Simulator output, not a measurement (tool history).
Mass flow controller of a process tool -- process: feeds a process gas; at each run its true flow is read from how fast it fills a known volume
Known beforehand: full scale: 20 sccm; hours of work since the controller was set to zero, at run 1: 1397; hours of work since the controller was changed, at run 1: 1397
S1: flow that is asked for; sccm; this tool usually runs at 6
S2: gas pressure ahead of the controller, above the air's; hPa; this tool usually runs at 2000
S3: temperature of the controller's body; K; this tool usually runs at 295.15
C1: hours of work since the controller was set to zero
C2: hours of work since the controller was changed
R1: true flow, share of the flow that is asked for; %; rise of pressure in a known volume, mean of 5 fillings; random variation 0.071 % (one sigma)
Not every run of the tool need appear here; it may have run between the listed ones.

run   hour  S1    S2      S3    C1    C2      R1
  1      0   6  2000  295.15  1397  1397  100.05
  2   38.8   6  2000  295.15  1414  1414  100.08
  3   98.5   6  2000  295.15  1442  1442  100.12
  4  142.3   6  2000  295.15  1462  1462  100.24
  5  209.6   6  2000  295.15  1492  1492     100
  6  251.9  12  2000  295.15  1512  1512   100.5
  7  315.3  12  2000  295.15  1541  1541  100.48
  8  362.5  12  2000  295.15  1562  1562  100.51
  9  423.1   6  2710  295.15  1590  1590  100.48
 10  470.5   6  2710  295.15  1611  1611  100.47
 11  510.3   3  1730  295.15  1630  1630   99.44
 12  567.9  10  1410  299.15  1656  1656   99.88
 13  626.4  10  1410  299.15  1683  1683  100.03
 14  660.1   5  1410  299.15  1698  1698   99.51
 15  708.5   5  1410  299.15  1720  1720   99.45
 16    763   8  1990  295.15  1745  1745  100.35
 17  812.9   6  2000  304.15  1768  1768   99.48
 18  884.3   6  2000  295.15  1801  1801  100.24
 19  955.5   3  2000  295.15  1833  1833   99.53
 20  993.7   3  2000  293.15  1850  1850   99.64

Predict each of these 3 candidate next runs independently; none follows another, all start after run 20:
  A  1069.9  13  2480  303.15  1885  1885   ?
  B  1069.9   7  2000  295.15  1885  1885   ?
  C  1069.9  18  1820  311.15  1885  1885   ?

run      R1
  A  100.28
  B  100.35
  C   99.45
The same runs, with their run-to-run variation unchanged, on a tool lacking any hidden condition would have given:
run      R1
  A   99.74
  B  100.05
  C   98.83
